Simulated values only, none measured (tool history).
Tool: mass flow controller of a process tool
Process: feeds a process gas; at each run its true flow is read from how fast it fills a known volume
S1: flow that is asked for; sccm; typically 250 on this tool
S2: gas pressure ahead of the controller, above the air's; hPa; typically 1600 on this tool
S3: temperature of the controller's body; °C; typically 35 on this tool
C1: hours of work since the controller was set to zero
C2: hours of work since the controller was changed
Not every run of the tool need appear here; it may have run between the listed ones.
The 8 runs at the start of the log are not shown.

{"run": 9, "hour": 2735.8, "S1": 250, "S2": 1990, "S3": 35, "C1": 4621, "C2": 4621, "true flow (%)": 98.94}
{"run": 10, "hour": 3152.5, "S1": 250, "S2": 1990, "S3": 35, "C1": 4866, "C2": 4866, "true flow (%)": 98.9}
{"run": 11, "hour": 3415.0, "S1": 250, "S2": 1990, "S3": 24, "C1": 5021, "C2": 5021, "true flow (%)": 98.3}
{"run": 12, "hour": 3727.8, "S1": 250, "S2": 1600, "S3": 35, "C1": 5205, "C2": 5205, "true flow (%)": 99.15}
{"run": 13, "hour": 4086.6, "S1": 52, "S2": 1600, "S3": 35, "C1": 5416, "C2": 5416, "true flow (%)": 97.74}
{"run": 14, "hour": 4419.0, "S1": 250, "S2": 1600, "S3": 35, "C1": 5612, "C2": 5612, "true flow (%)": 99.18}
{"run": 15, "hour": 4726.1, "S1": 250, "S2": 1600, "S3": 35, "C1": 5792, "C2": 5792, "true flow (%)": 99.08}
{"run": 16, "hour": 5271.3, "S1": 250, "S2": 1600, "S3": 35, "C1": 6113, "C2": 6113, "true flow (%)": 99.18}
{"hour": 5513.5, "done": "controller exchanged for a calibrated one"}
{"run": 17, "hour": 5591.9, "S1": 250, "S2": 1600, "S3": 35, "C1": 46, "C2": 46, "true flow (%)": 99.02}
{"run": 18, "hour": 6040.1, "S1": 250, "S2": 2640, "S3": 31, "C1": 310, "C2": 310, "true flow (%)": 98.34}
{"run": 19, "hour": 6575.3, "S1": 250, "S2": 2640, "S3": 31, "C1": 625, "C2": 625, "true flow (%)": 98.3}
{"run": 20, "hour": 6987.0, "S1": 142, "S2": 1600, "S3": 23, "C1": 867, "C2": 867, "true flow (%)": 97.64}
{"run": 21, "hour": 7483.7, "S1": 307, "S2": 1600, "S3": 35, "C1": 1159, "C2": 1159, "true flow (%)": 99.59}
{"run": 22, "hour": 8045.0, "S1": 307, "S2": 1600, "S3": 35, "C1": 1490, "C2": 1490, "true flow (%)": 99.46}
{"run": 23, "hour": 8326.7, "S1": 61, "S2": 2060, "S3": 35, "C1": 1656, "C2": 1656, "true flow (%)": 97.56}
{"run": 24, "hour": 8567.2, "S1": 250, "S2": 2740, "S3": 37, "C1": 1797, "C2": 1797, "true flow (%)": 98.7}
{"run": 25, "hour": 9049.0, "S1": 250, "S2": 2740, "S3": 37, "C1": 2081, "C2": 2081, "true flow (%)": 98.8}
{"run": 26, "hour": 9538.9, "S1": 250, "S2": 2740, "S3": 37, "C1": 2369, "C2": 2369, "true flow (%)": 98.7}
{"run": 27, "hour": 9992.3, "S1": 250, "S2": 1820, "S3": 37, "C1": 2636, "C2": 2636, "true flow (%)": 99.07}
{"run": 28, "hour": 10544.1, "S1": 250, "S2": 1820, "S3": 37, "C1": 2960, "C2": 2960, "true flow (%)": 99.03}
{"run": 29, "hour": 10827.8, "S1": 96, "S2": 1610, "S3": 24, "C1": 3127, "C2": 3127, "true flow (%)": 97.37}
{"run": 30, "hour": 11086.4, "S1": 96, "S2": 1610, "S3": 24, "C1": 3280, "C2": 3280, "true flow (%)": 97.38}

Each row is a separate what-if for the run after 30, all from the same tool condition, not one after another. Results?
{"run": "A", "hour": 11475.9, "S1": 126, "S2": 2660, "S3": 22, "C1": 3509, "C2": 3509, "true flow (%)": "?"}
{"run": "B", "hour": 11475.9, "S1": 75, "S2": 1610, "S3": 40, "C1": 3509, "C2": 3509, "true flow (%)": "?"}
{"run": "C", "hour": 11475.9, "S1": 107, "S2": 1610, "S3": 24, "C1": 3509, "C2": 3509, "true flow (%)": "?"}
{"run": "D", "hour": 11475.9, "S1": 250, "S2": 1600, "S3": 36, "C1": 3509, "C2": 3509, "true flow (%)": "?"}
{"run": "E", "hour": 11475.9, "S1": 55, "S2": 1750, "S3": 37, "C1": 3509, "C2": 3509, "true flow (%)": "?"}

run=A true_flow_(%)=96.77
run=B true_flow_(%)=98.26
run=C true_flow_(%)=97.36
run=D true_flow_(%)=99.15
run=E true_flow_(%)=97.82
Stripped of hidden state, with their random variation kept, the same runs would have yielded:
run=A true_flow_(%)=96.76
run=B true_flow_(%)=98.24
run=C true_flow_(%)=97.35
run=D true_flow_(%)=99.14
run=E true_flow_(%)=97.8

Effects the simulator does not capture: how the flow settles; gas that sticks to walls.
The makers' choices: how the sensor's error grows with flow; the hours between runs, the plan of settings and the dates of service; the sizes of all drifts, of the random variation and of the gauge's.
